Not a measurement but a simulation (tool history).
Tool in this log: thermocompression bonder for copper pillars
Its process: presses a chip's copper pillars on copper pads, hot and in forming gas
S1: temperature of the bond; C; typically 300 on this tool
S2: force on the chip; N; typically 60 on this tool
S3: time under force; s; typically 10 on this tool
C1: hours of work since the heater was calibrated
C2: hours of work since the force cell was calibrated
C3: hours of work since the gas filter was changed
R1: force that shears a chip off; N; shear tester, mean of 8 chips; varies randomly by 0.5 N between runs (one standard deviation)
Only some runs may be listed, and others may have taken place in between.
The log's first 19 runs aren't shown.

Run 20, day 10.371: usual settings; C1 689; C2 426; C3 12. Result: R1 103.6 N.
Run 21, day 11.067: usual settings; C1 698; C2 435; C3 21. Result: R1 103.1 N.
Run 22, day 11.371: usual settings but S3 8 s; C1 702; C2 439; C3 25. Result: R1 97.3 N.
Run 23, day 11.812: usual settings but S1 311 C, S2 71 N; C1 708; C2 445; C3 31. Result: R1 120.3 N.
Run 24, day 12.454: usual settings but S1 282 C, S3 20 s; C1 716; C2 453; C3 39. Result: R1 108.3 N.
Run 25, day 12.888: usual settings but S1 303 C, S2 75 N, S3 26 s; C1 722; C2 459; C3 45. Result: R1 137.3 N.
Run 26, day 13.279: usual settings but S1 287 C, S2 84 N, S3 12 s; C1 727; C2 464; C3 50. Result: R1 119.9 N.
Run 27, day 13.796: usual settings but S1 279 C, S2 71 N, S3 12 s; C1 734; C2 471; C3 56. Result: R1 103.9 N.
Run 28, day 14.367: usual settings but S1 279 C, S2 71 N, S3 12 s; C1 741; C2 478; C3 64. Result: R1 103.3 N.
Run 29, day 15.033: usual settings but S2 45 N; C1 750; C2 487; C3 72. Result: R1 81.8 N.
Run 30, day 15.512: usual settings but S1 301 C, S2 45 N, S3 9 s; C1 756; C2 493; C3 79. Result: R1 79.5 N.
Run 31, day 16.025: usual settings but S1 277 C, S2 55 N, S3 17 s; C1 763; C2 500; C3 85. Result: R1 92.8 N.
Run 32, day 16.333: usual settings but S1 277 C, S2 55 N, S3 17 s; C1 767; C2 504; C3 89. Result: R1 93.1 N.
Run 33, day 16.958: usual settings but S2 66 N, S3 17 s; C1 775; C2 512; C3 97. Result: R1 118.8 N.
Run 34, day 17.271: usual settings but S2 66 N, S3 17 s; C1 779; C2 516; C3 101. Result: R1 119.9 N.
Run 35, day 17.733: usual settings but S1 307 C, S2 88 N, S3 22 s; C1 785; C2 522; C3 107. Result: R1 139.4 N.
Run 36, day 18.129: usual settings but S1 307 C, S2 88 N, S3 22 s; C1 790; C2 527; C3 112. Result: R1 138.4 N.
At day 18.379: forming gas filter changed.
Run 37, day 18.542: usual settings but S1 307 C, S2 88 N, S3 22 s; C1 795; C2 532; C3 2. Result: R1 142.6 N.
Run 38, day 19.142: usual settings but S1 291 C, S2 73 N; C1 803; C2 540; C3 10. Result: R1 109.2 N.
Run 39, day 19.650: usual settings but S1 328 C, S2 69 N; C1 809; C2 546; C3 16. Result: R1 127.9 N.
Run 40, day 19.992: usual settings but S1 316 C, S2 56 N; C1 814; C2 551; C3 21. Result: R1 108.9 N.
Run 41, day 20.617: usual settings but S1 284 C, S2 47 N, S3 8 s; C1 822; C2 559; C3 29. Result: R1 68.7 N.

3 ways to go on from here, each from the tool as it stands after run 41. What would each give?
Run A, day 21.008: usual settings but S1 303 C, S2 66 N, S3 15 s; C1 827; C2 564; C3 34. Result: R1 ?.
Run B, day 21.008: usual settings but S1 310 C, S2 47 N, S3 9 s; C1 827; C2 564; C3 34. Result: R1 ?.
Run C, day 21.008: usual settings but S1 284 C, S2 47 N, S3 6 s; C1 827; C2 564; C3 34. Result: R1 ?.

run     R1
  A  120.8
  B   89.5
  C   62.1
What these runs would have given with no unlogged condition in the tool:
run     R1
  A  125.9
  B   94.7
  C   66.9
